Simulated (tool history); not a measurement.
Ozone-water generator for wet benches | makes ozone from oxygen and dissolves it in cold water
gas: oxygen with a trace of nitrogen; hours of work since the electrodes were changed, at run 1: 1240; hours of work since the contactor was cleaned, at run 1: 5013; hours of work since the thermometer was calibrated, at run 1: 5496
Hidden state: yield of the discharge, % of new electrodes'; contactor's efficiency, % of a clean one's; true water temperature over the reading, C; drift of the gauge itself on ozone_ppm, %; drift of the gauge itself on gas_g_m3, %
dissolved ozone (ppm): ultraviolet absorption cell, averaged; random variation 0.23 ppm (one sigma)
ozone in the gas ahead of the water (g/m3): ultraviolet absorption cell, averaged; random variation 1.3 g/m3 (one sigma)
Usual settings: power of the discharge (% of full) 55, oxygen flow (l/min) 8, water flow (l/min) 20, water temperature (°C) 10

run	hour	power of the discharge (% of full)	oxygen flow (l/min)	water flow (l/min)	water temperature (°C)	hours of work since the electrodes were changed	hours of work since the contactor was cleaned	hours of work since the thermometer was calibrated	dissolved ozone (ppm)	ozone in the gas ahead of the water (g/m3)
1	0	55	8	20	10	1240	5013	5496	34.6	232.3
2	38.6	55	8	20	10	1274	5047	5529	34.6	232.4
3	78	55	8	20	10	1308	5081	5563	34.8	233.2
4	96.8	55	8	20	10	1324	5097	5580	34.4	236.8
5	114.6	55	8	20	10	1339	5113	5595	34.7	233.1
6	137.2	55	8	20	10	1359	5132	5615	34.7	233.2
7	172.8	55	8	20	10	1390	5163	5646	34.7	233.8
8	193.4	55	8	20	12	1408	5181	5664	33.5	232.3
9	213.2	55	8	20	12	1425	5198	5681	33.3	233.8
# hour 228.2: water thermometer calibrated
10	236.3	55	8	22	10	1445	5218	7	32.2	234.9
11	274.5	55	8	22	10	1478	5251	40	32.2	235
12	305.7	55	8	20	10	1505	5278	67	34.3	234.8
13	337.1	55	8	27	10	1532	5306	95	28	236.7
14	355.9	55	8	27	12	1548	5322	111	26.9	230.5
15	393.5	70	8	20	10	1581	5354	143	40.5	272.5
16	414.9	41	8	20	10	1600	5373	162	29.2	196.5
17	448.4	55	4.38	20	9	1629	5402	191	36.4	347.1
18	482.5	55	4.38	20	9	1658	5432	221	36.2	344.5
19	499.1	55	6.76	13	12	1673	5446	235	45.5	258.6
20	538	56	9.66	23	17	1706	5480	269	27.3	209.4
21	559.1	55	7.84	31	10	1725	5498	287	24.8	237.9
22	576.9	55	7.84	31	10	1740	5514	303	24.6	237.3
23	604.2	44	4.41	14	10	1764	5537	326	41.6	297.6
24	637.2	46	4.41	28	10	1793	5566	355	23.8	306.1
25	662.8	55	4.88	20	10	1815	5588	377	35.8	320.3
26	691.5	55	4.88	20	10	1840	5613	402	35.8	319.5
27	725.2	41	7	13	5	1869	5642	431	42.7	211.7
28	756.5	55	14.04	26	10	1896	5669	458	26.4	163.4
29	788.5	55	4.64	20	15	1924	5697	486	33.6	330.6

Forecast each of these 4 alternatives for the next run:
A	818.8	55	8	20	10	1950	5724	513	?	?
B	818.8	55	8	20	10	1950	5724	513	?	?
C	818.8	54	4.64	20	15	1950	5724	513	?	?
D	818.8	55	4.64	18	9	1950	5724	513	?	?

run	dissolved ozone (ppm)	ozone in the gas ahead of the water (g/m3)
A	34.7	234.5
B	34.8	235.6
C	33.1	326.2
D	39.8	331.8
Without the tool's hidden state the same runs would have given:
run	dissolved ozone (ppm)	ozone in the gas ahead of the water (g/m3)
A	34.8	234.6
B	34.9	235.7
C	33.1	326.3
D	39.8	331.9
